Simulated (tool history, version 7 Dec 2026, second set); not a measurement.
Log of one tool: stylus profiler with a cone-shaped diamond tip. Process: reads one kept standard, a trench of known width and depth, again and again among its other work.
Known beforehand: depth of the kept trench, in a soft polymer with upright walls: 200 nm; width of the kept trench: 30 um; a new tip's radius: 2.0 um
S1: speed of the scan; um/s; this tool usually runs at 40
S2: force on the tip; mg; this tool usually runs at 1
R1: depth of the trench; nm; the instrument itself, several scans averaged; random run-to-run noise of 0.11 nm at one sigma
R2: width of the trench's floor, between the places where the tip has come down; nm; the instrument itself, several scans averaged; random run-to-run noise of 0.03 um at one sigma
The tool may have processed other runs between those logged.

Run 1, hour 0: usual settings. Result: R1 200.68 nm, R2 27720 nm.
Run 2, hour 72.7: usual settings. Result: R1 200.99 nm, R2 27760 nm.
Run 3, hour 162.7: usual settings. Result: R1 200.89 nm, R2 27730 nm.
Run 4, hour 281: usual settings. Result: R1 200.6 nm, R2 27710 nm.
Run 5, hour 351.8: usual settings. Result: R1 200.45 nm, R2 27730 nm.
Run 6, hour 430.3: usual settings. Result: R1 200.52 nm, R2 27700 nm.
Run 7, hour 516.1: usual settings but S1 18 um/s. Result: R1 200.64 nm, R2 27910 nm.
Run 8, hour 564.9: usual settings but S2 0.35 mg. Result: R1 199.82 nm, R2 27450 nm.
Run 9, hour 630.4: usual settings but S2 0.58 mg. Result: R1 200.21 nm, R2 27530 nm.
Run 10, hour 693: usual settings but S2 1.97 mg. Result: R1 201.11 nm, R2 27740 nm.
Run 11, hour 781: usual settings but S2 1.97 mg. Result: R1 201.23 nm, R2 27690 nm.
Run 12, hour 834.6: usual settings but S2 1.29 mg. Result: R1 200.7 nm, R2 27740 nm.
Run 13, hour 928.3: usual settings but S2 0.44 mg. Result: R1 200.62 nm, R2 27400 nm.
Run 14, hour 992.4: usual settings but S2 0.44 mg. Result: R1 200.57 nm, R2 27450 nm.
Run 15, hour 1043.8: usual settings but S2 0.44 mg. Result: R1 200.52 nm, R2 27410 nm.
Run 16, hour 1095.2: usual settings but S2 0.77 mg. Result: R1 200.98 nm, R2 27560 nm.
Run 17, hour 1199.4: usual settings but S2 0.77 mg. Result: R1 200.8 nm, R2 27530 nm.
Run 18, hour 1284: usual settings. Result: R1 200.99 nm, R2 27590 nm.
Run 19, hour 1340: usual settings. Result: R1 201.1 nm, R2 27570 nm.
Run 20, hour 1400: usual settings. Result: R1 200.86 nm, R2 27570 nm.
Run 21, hour 1511: usual settings. Result: R1 201 nm, R2 27530 nm.
Run 22, hour 1608.6: usual settings. Result: R1 201.04 nm, R2 27590 nm.
Run 23, hour 1711.4: usual settings. Result: R1 201.04 nm, R2 27510 nm.
Run 24, hour 1787.3: usual settings but S1 22 um/s, S2 0.52 mg. Result: R1 200.39 nm, R2 27550 nm.
Run 25, hour 1853.2: usual settings but S1 22 um/s, S2 0.52 mg. Result: R1 200.38 nm, R2 27580 nm.
Run 26, hour 1946.7: usual settings but S1 23 um/s, S2 2.14 mg. Result: R1 201.73 nm, R2 27720 nm.
Run 27, hour 2035.7: usual settings but S1 12 um/s, S2 2.09 mg. Result: R1 201.56 nm, R2 27810 nm.
Run 28, hour 2095.9: usual settings but S1 16 um/s, S2 1.9 mg. Result: R1 201.6 nm, R2 27730 nm.
Run 29, hour 2206.9: usual settings but S1 49 um/s, S2 2.44 mg. Result: R1 202.05 nm, R2 27590 nm.
Run 30, hour 2287.9: usual settings but S1 109 um/s, S2 1.48 mg. Result: R1 201.14 nm, R2 27050 nm.
Run 31, hour 2384.6: usual settings but S1 17 um/s, S2 2.9 mg. Result: R1 201.93 nm, R2 27750 nm.
Run 32, hour 2467.3: usual settings but S2 0.43 mg. Result: R1 200.12 nm, R2 27320 nm.
Run 33, hour 2542.9: usual settings but S1 69 um/s, S2 0.53 mg. Result: R1 200.27 nm, R2 26980 nm.
Run 34, hour 2609: usual settings but S1 23 um/s, S2 1.52 mg. Result: R1 200.98 nm, R2 27660 nm.
Run 35, hour 2715.5: usual settings but S1 23 um/s, S2 1.52 mg. Result: R1 200.95 nm, R2 27600 nm.
Run 36, hour 2783.9: usual settings but S1 38 um/s, S2 0.76 mg. Result: R1 200.19 nm, R2 27380 nm.
Run 37, hour 2892.3: usual settings but S1 99 um/s, S2 0.36 mg. Result: R1 199.85 nm, R2 26390 nm.
Run 38, hour 2963: usual settings but S1 21 um/s, S2 2.49 mg. Result: R1 201.67 nm, R2 27620 nm.
Run 39, hour 3051.2: usual settings but S1 86 um/s, S2 0.6 mg. Result: R1 200.05 nm, R2 26830 nm.

Not shown here: 1 entry made in the log between runs. Locate each between two listed runs and compare the hidden state at the listed run before it with the hidden state at the listed run after it:
Run 12 -> run 13: height scale calibrated on a step standard (hour 916.7)
  radius of the tip, um: 2.66 -> 2.69; height scale over the true one, %: -0.453 -> -0.038
  measured minus no-state result, R1: -0.91 -> -0.08 nm; R2: -280 -> -290 nm
